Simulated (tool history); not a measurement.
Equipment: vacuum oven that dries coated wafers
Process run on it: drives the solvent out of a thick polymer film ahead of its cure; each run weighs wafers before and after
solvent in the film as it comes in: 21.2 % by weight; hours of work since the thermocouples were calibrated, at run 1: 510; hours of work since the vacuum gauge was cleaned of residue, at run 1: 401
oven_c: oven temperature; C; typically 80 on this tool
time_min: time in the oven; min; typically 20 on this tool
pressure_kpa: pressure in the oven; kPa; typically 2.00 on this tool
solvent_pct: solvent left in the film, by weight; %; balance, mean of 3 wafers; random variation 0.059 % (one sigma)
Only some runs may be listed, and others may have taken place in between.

run,day,oven_c,time_min,pressure_kpa,hours of work since the thermocouples were calibrated,hours of work since the vacuum gauge was cleaned of residue,solvent_pct
1,0.000,80,20,2.00,510,401,3.54
2,0.833,80,20,2.00,520,411,3.56
3,1.942,80,11,2.00,534,425,6.72
4,2.592,80,20,2.00,542,433,3.58
5,3.488,80,20,2.00,553,444,3.44
6,4.467,80,20,2.00,565,456,3.64
7,5.429,80,20,2.00,577,468,3.66
8,6.229,80,20,2.00,587,477,3.71
9,7.496,75,20,1.25,602,493,5.12
10,8.117,94,25,4.50,610,501,1.72
11,9.021,93,23,2.71,621,512,1.17
12,9.708,85,13,7.87,629,520,6.49
13,10.625,85,13,7.87,641,531,6.46
14,11.738,85,13,7.87,654,545,6.46

Results for each run, recomputed without the tool's hidden state and with each run's random variation untouched:
The tool's hidden condition here consists of: true wafer temperature over the reading, C; true pressure over the reading, kPa; drift of the gauge itself on solvent_pct, %.
run,solvent_pct
1,3.14
2,3.16
3,6.19
4,3.16
5,3.01
6,3.19
7,3.20
8,3.24
9,4.53
10,1.59
11,1.05
12,5.92
13,5.87
14,5.86
